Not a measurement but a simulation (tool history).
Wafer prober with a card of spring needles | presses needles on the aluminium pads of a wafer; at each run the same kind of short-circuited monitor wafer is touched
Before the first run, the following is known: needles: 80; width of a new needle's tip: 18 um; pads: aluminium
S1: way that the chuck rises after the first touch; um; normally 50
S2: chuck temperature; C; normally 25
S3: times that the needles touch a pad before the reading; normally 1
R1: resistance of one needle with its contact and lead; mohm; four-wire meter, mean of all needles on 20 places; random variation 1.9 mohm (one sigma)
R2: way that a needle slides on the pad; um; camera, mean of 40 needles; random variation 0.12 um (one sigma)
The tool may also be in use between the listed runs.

run,hour,S1,S2,S3,R1,R2
1,0,50,25,1,202,9.07
2,6.5,50,39,1,204,9.04
# hour 10.4: tips cleaned on abrasive film
3,16.2,50,39,1,203,8.92
# hour 21.6: tips cleaned on abrasive film
4,25,50,25,2,199,8.95
# hour 32.5: tips cleaned on abrasive film
5,34.8,50,25,2,202,8.83
# hour 43.1: tips cleaned on abrasive film
6,48.2,50,25,1,200,9
# hour 54: tips cleaned on abrasive film
7,61.2,59,85,1,211,10.66
# hour 65: tips cleaned on abrasive film
8,68.6,54,58,1,208,9.85
# hour 76.2: tips cleaned on abrasive film
9,79.1,41,58,1,214,7.56
10,85.5,39,25,1,203,6.87
# hour 87.1: tips cleaned on abrasive film
11,96.3,46,65,2,212,8.46

Here are 3 independent what-if runs from the current tool condition. What would each one return?
# hour 98.5: tips cleaned on abrasive film
A,102.8,50,25,2,?,?
# hour 98.5: tips cleaned on abrasive film
B,102.8,51,34,3,?,?
# hour 98.5: tips cleaned on abrasive film
C,102.8,47,65,2,?,?

run,R1,R2
A,199,8.81
B,201,9.22
C,210,8.39
Had the tool no hidden state, the same runs would have come out as:
run,R1,R2
A,199,8.81
B,201,9.22
C,210,8.39

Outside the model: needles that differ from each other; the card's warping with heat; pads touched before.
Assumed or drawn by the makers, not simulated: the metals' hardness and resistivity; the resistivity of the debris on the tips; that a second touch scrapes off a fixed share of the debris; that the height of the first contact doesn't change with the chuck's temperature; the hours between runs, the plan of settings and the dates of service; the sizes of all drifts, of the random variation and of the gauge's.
